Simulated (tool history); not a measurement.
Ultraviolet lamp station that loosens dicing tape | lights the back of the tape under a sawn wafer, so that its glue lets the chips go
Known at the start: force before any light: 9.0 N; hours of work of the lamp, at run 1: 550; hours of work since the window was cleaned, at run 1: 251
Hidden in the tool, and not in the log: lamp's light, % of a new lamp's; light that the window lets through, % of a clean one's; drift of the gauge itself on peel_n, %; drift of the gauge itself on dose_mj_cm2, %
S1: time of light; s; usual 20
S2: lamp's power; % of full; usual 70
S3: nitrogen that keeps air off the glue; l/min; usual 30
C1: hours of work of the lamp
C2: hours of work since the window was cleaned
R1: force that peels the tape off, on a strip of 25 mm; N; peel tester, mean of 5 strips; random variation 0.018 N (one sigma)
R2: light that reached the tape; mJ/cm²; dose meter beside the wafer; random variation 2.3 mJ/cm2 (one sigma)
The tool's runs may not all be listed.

run,hour,S1,S2,S3,C1,C2,R1,R2
1,0.0,20,70,30,550,251,1.839,141
2,63.9,20,89,30,601,302,1.320,169
# hour 86.6: window cleaned of glue's vapour
3,125.4,20,89,30,650,31,1.167,185
4,186.7,20,89,30,699,80,1.266,172
# hour 216.5: lamp changed
5,236.8,20,70,35,16,119,0.978,197
6,278.9,20,67,30,50,153,1.168,187
7,355.2,20,74,30,111,213,1.067,191
8,391.0,20,74,30,139,242,1.156,188
9,458.7,20,74,30,193,296,1.254,176
# hour 486.2: window cleaned of glue's vapour
10,507.8,17,72,51,232,17,1.256,163
11,575.5,17,72,12,286,71,2.057,154
12,662.4,17,72,12,355,140,2.357,144
13,739.1,40,75,18,416,202,0.476,332
14,797.6,40,61,27,463,248,0.660,252

Forecast each of these 3 alternatives for the next run:
A,840.1,39,68,35,497,282,?,?
B,840.1,13,61,27,497,282,?,?
C,840.1,23,77,12,497,282,?,?

run,R1,R2
A,0.549,263
B,3.716,80
C,1.719,177
Without the tool's hidden state the same runs would have given:
run,R1,R2
A,0.286,402
B,2.353,121
C,0.816,270
